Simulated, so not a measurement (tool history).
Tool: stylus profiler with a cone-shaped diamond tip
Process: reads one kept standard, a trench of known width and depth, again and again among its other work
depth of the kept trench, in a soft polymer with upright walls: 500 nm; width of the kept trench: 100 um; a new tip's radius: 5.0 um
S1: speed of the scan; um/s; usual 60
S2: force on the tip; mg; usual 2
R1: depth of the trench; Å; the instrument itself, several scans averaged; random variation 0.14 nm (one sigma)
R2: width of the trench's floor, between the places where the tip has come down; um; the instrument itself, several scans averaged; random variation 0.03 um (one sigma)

run 1 hour=0 | S1=60 S2=2 | R1=5087.2 R2=92.8
run 2 hour=13.4 | S1=60 S2=4 | R1=5131.1 R2=92.85
run 3 hour=30 | S1=60 S2=4 | R1=5128.5 R2=92.81
run 4 hour=48.3 | S1=60 S2=4 | R1=5127.6 R2=92.84
run 5 hour=59.9 | S1=60 S2=4 | R1=5129.5 R2=92.8
run 6 hour=71.2 | S1=60 S2=0.9 | R1=5056 R2=92.47
run 7 hour=90.3 | S1=60 S2=0.9 | R1=5057.3 R2=92.57
run 8 hour=102.7 | S1=60 S2=0.9 | R1=5056.8 R2=92.54
run 9 hour=125.7 | S1=60 S2=0.9 | R1=5056.5 R2=92.51
run 10 hour=149.6 | S1=60 S2=0.9 | R1=5056.8 R2=92.51
run 11 hour=168.2 | S1=23 S2=2 | R1=5087.2 R2=92.86
run 12 hour=193.2 | S1=48 S2=2 | R1=5085.6 R2=92.71
run 13 hour=211.1 | S1=16 S2=2 | R1=5087.6 R2=92.83
run 14 hour=231.1 | S1=60 S2=0.74 | R1=5050 R2=92.41
run 15 hour=243.7 | S1=60 S2=0.74 | R1=5054.7 R2=92.37
run 16 hour=258.4 | S1=60 S2=0.74 | R1=5054.4 R2=92.35
run 17 hour=271.2 | S1=60 S2=0.74 | R1=5054.3 R2=92.4
run 18 hour=288.8 | S1=60 S2=2.74 | R1=5104.9 R2=92.61
run 19 hour=309.5 | S1=60 S2=2.74 | R1=5106.4 R2=92.6
run 20 hour=325.2 | S1=60 S2=2.74 | R1=5104.3 R2=92.58
run 21 hour=339.4 | S1=184 S2=1.5 | R1=5078.9 R2=91.81
run 22 hour=365.7 | S1=32 S2=4.26 | R1=5134.6 R2=92.69
run 23 hour=384.2 | S1=34 S2=3.35 | R1=5118.7 R2=92.67
run 24 hour=408.5 | S1=25 S2=5.25 | R1=5153.4 R2=92.72
run 25 hour=420.1 | S1=25 S2=0.71 | R1=5051.7 R2=92.56
run 26 hour=445.2 | S1=103 S2=5.83 | R1=5165.7 R2=92.42
run 27 hour=459.8 | S1=103 S2=5.83 | R1=5162 R2=92.43
run 28 hour=474.6 | S1=31 S2=1.16 | R1=5066.3 R2=92.59
run 29 hour=501 | S1=30 S2=1.16 | R1=5068.3 R2=92.52
run 30 hour=521.8 | S1=30 S2=1.16 | R1=5068.5 R2=92.54
run 31 hour=533.5 | S1=134 S2=5.33 | R1=5155.6 R2=92.25
run 32 hour=552.1 | S1=66 S2=1.12 | R1=5068.9 R2=92.22
run 33 hour=567.6 | S1=19 S2=1.37 | R1=5076 R2=92.52
run 34 hour=587.5 | S1=25 S2=0.81 | R1=5057.6 R2=92.41
run 35 hour=606.8 | S1=102 S2=0.96 | R1=5063.4 R2=91.91
run 36 hour=622.2 | S1=201 S2=2.78 | R1=5106.9 R2=91.73
run 37 hour=633.6 | S1=201 S2=2.78 | R1=5108.5 R2=91.79
run 38 hour=651.8 | S1=201 S2=2.78 | R1=5107.5 R2=91.73
run 39 hour=669.9 | S1=20 S2=5.49 | R1=5157.8 R2=92.56
run 40 hour=696 | S1=33 S2=5.49 | R1=5159.2 R2=92.51

4 ways to go on from here, each from the tool as it stands after run 40. What would each give?
run A hour=721.6 | S1=50 S2=0.68 | R1=? R2=?
run B hour=721.6 | S1=109 S2=2.46 | R1=? R2=?
run C hour=721.6 | S1=17 S2=5.46 | R1=? R2=?
run D hour=721.6 | S1=180 S2=5.05 | R1=? R2=?

run=A R1=5053.8 R2=92.14
run=B R1=5100 R2=92.03
run=C R1=5158.2 R2=92.51
run=D R1=5152 R2=92.01
Without the tool's hidden state the same runs would have given:
run=A R1=5034.1 R2=95.21
run=B R1=5080.2 R2=95.09
run=C R1=5138.2 R2=95.57
run=D R1=5132 R2=95.07
